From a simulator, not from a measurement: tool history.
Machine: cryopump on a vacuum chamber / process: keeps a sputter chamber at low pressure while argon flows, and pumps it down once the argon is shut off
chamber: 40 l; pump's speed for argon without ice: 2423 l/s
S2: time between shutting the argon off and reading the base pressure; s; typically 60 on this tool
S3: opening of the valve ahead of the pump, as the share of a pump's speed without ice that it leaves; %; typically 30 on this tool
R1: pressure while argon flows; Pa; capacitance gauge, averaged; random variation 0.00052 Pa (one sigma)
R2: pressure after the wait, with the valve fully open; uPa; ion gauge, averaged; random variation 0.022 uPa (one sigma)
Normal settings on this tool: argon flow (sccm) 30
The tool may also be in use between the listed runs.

{"run": 1, "hour": 0.0, "argon flow (sccm)": 30, "S2": 60, "S3": 30, "R1": 0.0738, "R2": 0.65}
{"run": 2, "hour": 20.0, "argon flow (sccm)": 30, "S2": 60, "S3": 30, "R1": 0.0731, "R2": 0.66}
{"run": 3, "hour": 38.1, "argon flow (sccm)": 30, "S2": 60, "S3": 29, "R1": 0.0769, "R2": 0.62}
{"run": 4, "hour": 53.7, "argon flow (sccm)": 30, "S2": 60, "S3": 29, "R1": 0.0761, "R2": 0.67}
{"run": 5, "hour": 64.6, "argon flow (sccm)": 30, "S2": 60, "S3": 29, "R1": 0.0768, "R2": 0.66}
{"run": 6, "hour": 86.2, "argon flow (sccm)": 30, "S2": 60, "S3": 29, "R1": 0.0768, "R2": 0.65}
{"run": 7, "hour": 98.1, "argon flow (sccm)": 30, "S2": 60, "S3": 29, "R1": 0.0766, "R2": 0.67}
{"run": 8, "hour": 117.3, "argon flow (sccm)": 30, "S2": 60, "S3": 29, "R1": 0.0778, "R2": 0.66}
{"run": 9, "hour": 128.8, "argon flow (sccm)": 30, "S2": 60, "S3": 29, "R1": 0.0769, "R2": 0.69}
{"run": 10, "hour": 146.5, "argon flow (sccm)": 30, "S2": 60, "S3": 30, "R1": 0.0743, "R2": 0.68}
{"run": 11, "hour": 162.4, "argon flow (sccm)": 30, "S2": 60, "S3": 30, "R1": 0.0744, "R2": 0.71}
{"run": 12, "hour": 176.4, "argon flow (sccm)": 45, "S2": 60, "S3": 30, "R1": 0.1116, "R2": 0.7}
{"run": 13, "hour": 191.3, "argon flow (sccm)": 32, "S2": 133, "S3": 20, "R1": 0.1163, "R2": 0.41}
{"run": 14, "hour": 203.1, "argon flow (sccm)": 22, "S2": 50, "S3": 20, "R1": 0.0797, "R2": 0.81}
{"run": 15, "hour": 224.0, "argon flow (sccm)": 22, "S2": 50, "S3": 20, "R1": 0.08, "R2": 0.82}
{"run": 16, "hour": 235.3, "argon flow (sccm)": 49, "S2": 270, "S3": 25, "R1": 0.1447, "R2": 0.35}
{"run": 17, "hour": 253.6, "argon flow (sccm)": 14, "S2": 60, "S3": 26, "R1": 0.0406, "R2": 0.74}
{"run": 18, "hour": 276.2, "argon flow (sccm)": 13, "S2": 99, "S3": 22, "R1": 0.0439, "R2": 0.54}
{"run": 19, "hour": 295.1, "argon flow (sccm)": 30, "S2": 36, "S3": 25, "R1": 0.0889, "R2": 1.01}
{"run": 20, "hour": 307.0, "argon flow (sccm)": 20, "S2": 37, "S3": 30, "R1": 0.0504, "R2": 0.98}
{"run": 21, "hour": 317.1, "argon flow (sccm)": 30, "S2": 60, "S3": 36, "R1": 0.0634, "R2": 0.75}

Difference, measured minus no-hidden-state, one row per run. Run-to-run variation is common to both terms; the gauge's own scatter need not be:
What the log doesn't record here: pump's speed, % of a pump's without ice; cold plate's temperature, K; leak into the chamber, uPa l/s; drift of the gauge itself on working_pa, %; drift of the gauge itself on base_upa, %.
run=1 R1=+0.0041 R2=+0.1
run=2 R1=+0.0041 R2=+0.11
run=3 R1=+0.0043 R2=+0.11
run=4 R1=+0.0044 R2=+0.11
run=5 R1=+0.0044 R2=+0.11
run=6 R1=+0.0046 R2=+0.12
run=7 R1=+0.0045 R2=+0.12
run=8 R1=+0.0047 R2=+0.13
run=9 R1=+0.0047 R2=+0.13
run=10 R1=+0.0048 R2=+0.14
run=11 R1=+0.0049 R2=+0.14
run=12 R1=+0.0074 R2=+0.14
run=13 R1=+0.0053 R2=+0.15
run=14 R1=+0.0037 R2=+0.15
run=15 R1=+0.0038 R2=+0.15
run=16 R1=+0.0085 R2=+0.16
run=17 R1=+0.0025 R2=+0.16
run=18 R1=+0.0023 R2=+0.16
run=19 R1=+0.0055 R2=+0.16
run=20 R1=+0.0037 R2=+0.17
run=21 R1=+0.0057 R2=+0.18
